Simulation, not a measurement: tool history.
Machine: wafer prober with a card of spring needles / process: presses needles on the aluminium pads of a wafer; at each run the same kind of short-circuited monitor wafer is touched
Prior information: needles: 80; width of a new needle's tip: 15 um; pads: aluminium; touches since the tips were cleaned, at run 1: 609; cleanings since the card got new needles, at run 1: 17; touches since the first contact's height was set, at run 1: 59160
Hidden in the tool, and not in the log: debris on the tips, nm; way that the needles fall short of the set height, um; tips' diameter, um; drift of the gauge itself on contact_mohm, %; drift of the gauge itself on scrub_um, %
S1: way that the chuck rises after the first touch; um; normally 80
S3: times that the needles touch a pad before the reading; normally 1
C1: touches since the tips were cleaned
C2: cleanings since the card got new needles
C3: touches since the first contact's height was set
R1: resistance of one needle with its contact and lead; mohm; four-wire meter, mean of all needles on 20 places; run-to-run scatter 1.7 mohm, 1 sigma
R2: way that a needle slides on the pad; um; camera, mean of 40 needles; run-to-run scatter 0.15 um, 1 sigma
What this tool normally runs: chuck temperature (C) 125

Run 1, hour 0.0: usual settings; C1 609; C2 17; C3 59160. Result: R1 173 mohm, R2 17.90 um.
At hour 6.6: tips cleaned on abrasive film.
Run 2, hour 12.3: usual settings; C1 2593; C2 18; C3 64652. Result: R1 173 mohm, R2 18.19 um.
At hour 13.9: tips cleaned on abrasive film.
At hour 21.1: tips cleaned on abrasive film.
Run 3, hour 21.8: usual settings but S3 2; C1 285; C2 20; C3 68804. Result: R1 174 mohm, R2 17.80 um.
At hour 29.1: tips cleaned on abrasive film.
Run 4, hour 30.3: usual settings but S3 2; C1 543; C2 21; C3 72589. Result: R1 173 mohm, R2 17.87 um.
At hour 36.1: tips cleaned on abrasive film.
Run 5, hour 41.1: usual settings but S3 2; C1 2251; C2 22; C3 77396. Result: R1 171 mohm, R2 17.85 um.
At hour 43.0: tips cleaned on abrasive film.
At hour 50.3: tips cleaned on abrasive film.
Run 6, hour 53.0: usual settings but S3 2; C1 1191; C2 24; C3 82666. Result: R1 172 mohm, R2 17.61 um.
At hour 57.1: tips cleaned on abrasive film.
Run 7, hour 60.7: usual settings; C1 1617; C2 25; C3 86075. Result: R1 173 mohm, R2 17.83 um.
At hour 64.7: tips cleaned on abrasive film.
Run 8, hour 68.3: usual settings but S1 76 um; C1 1605; C2 26; C3 89439. Result: R1 171 mohm, R2 16.81 um.
At hour 72.6: tips cleaned on abrasive film.
At hour 79.7: tips cleaned on abrasive film.
Run 9, hour 79.7: usual settings but S1 76 um; C1 0; C2 28; C3 94470. Result: R1 172 mohm, R2 16.82 um.
At hour 87.0: tips cleaned on abrasive film.
Run 10, hour 93.4: usual settings but S1 76 um; C1 2867; C2 29; C3 100587. Result: R1 170 mohm, R2 17.05 um.
At hour 94.2: tips cleaned on abrasive film.
At hour 102.0: tips cleaned on abrasive film.
Run 11, hour 107.1: usual settings but S1 73 um; C1 2289; C2 31; C3 106649. Result: R1 171 mohm, R2 16.04 um.
At hour 108.9: tips cleaned on abrasive film.
At hour 116.3: tips cleaned on abrasive film.
Run 12, hour 122.0: usual settings; C1 2590; C2 33; C3 113286. Result: R1 172 mohm, R2 17.84 um.
At hour 123.2: tips cleaned on abrasive film.
At hour 130.7: tips cleaned on abrasive film.
Run 13, hour 135.7: usual settings; C1 2250; C2 35; C3 119368. Result: R1 171 mohm, R2 17.77 um.
At hour 138.4: tips cleaned on abrasive film.
At hour 145.3: tips cleaned on abrasive film.
Run 14, hour 147.0: usual settings; C1 770; C2 37; C3 124337. Result: R1 170 mohm, R2 17.84 um.
At hour 152.2: tips cleaned on abrasive film.
At hour 159.0: tips cleaned on abrasive film.
Run 15, hour 160.7: usual settings; C1 771; C2 39; C3 130418. Result: R1 173 mohm, R2 17.71 um.
At hour 166.0: tips cleaned on abrasive film.
At hour 172.8: tips cleaned on abrasive film.
Run 16, hour 175.4: usual settings; C1 1173; C2 41; C3 136941. Result: R1 170 mohm, R2 17.79 um.
At hour 180.7: tips cleaned on abrasive film.
Run 17, hour 184.4: usual settings but S1 71 um; C1 1663; C2 42; C3 140929. Result: R1 174 mohm, R2 15.79 um.
At hour 187.8: tips cleaned on abrasive film.
Run 18, hour 192.5: usual settings but S1 71 um; C1 2108; C2 43; C3 144504. Result: R1 175 mohm, R2 15.86 um.
At hour 195.5: tips cleaned on abrasive film.
At hour 202.7: tips cleaned on abrasive film.
Run 19, hour 205.2: usual settings but S1 71 um; C1 1112; C2 45; C3 150133. Result: R1 171 mohm, R2 15.81 um.
At hour 210.3: tips cleaned on abrasive film.
At hour 217.3: tips cleaned on abrasive film.
Run 20, hour 221.8: usual settings but S1 74 um, chuck temperature (C) 26, S3 2; C1 2003; C2 47; C3 157491. Result: R1 157 mohm, R2 16.32 um.
At hour 225.2: tips cleaned on abrasive film.
At hour 232.4: tips cleaned on abrasive film.
At hour 233.5: height of the first contact set anew.
Run 21, hour 237.3: usual settings but S1 79 um; C1 2058; C2 49; C3 1702. Result: R1 173 mohm, R2 17.48 um.
At hour 239.5: tips cleaned on abrasive film.
At hour 247.0: tips cleaned on abrasive film.
Run 22, hour 252.0: usual settings but S1 79 um; C1 2264; C2 51; C3 8228. Result: R1 173 mohm, R2 17.26 um.

Run 23 comes next. What will it give?
At hour 254.8: tips cleaned on abrasive film.
At hour 261.7: tips cleaned on abrasive film.
Run 23, hour 266.0: usual settings but S1 79 um; C1 1950; C2 53; C3 14437. Result: R1 ?, R2 ?.

R1: 170 mohm
R2: 17.62 um
With no hidden state in the tool, this same run would have given R1 169 mohm, R2 17.62 um.
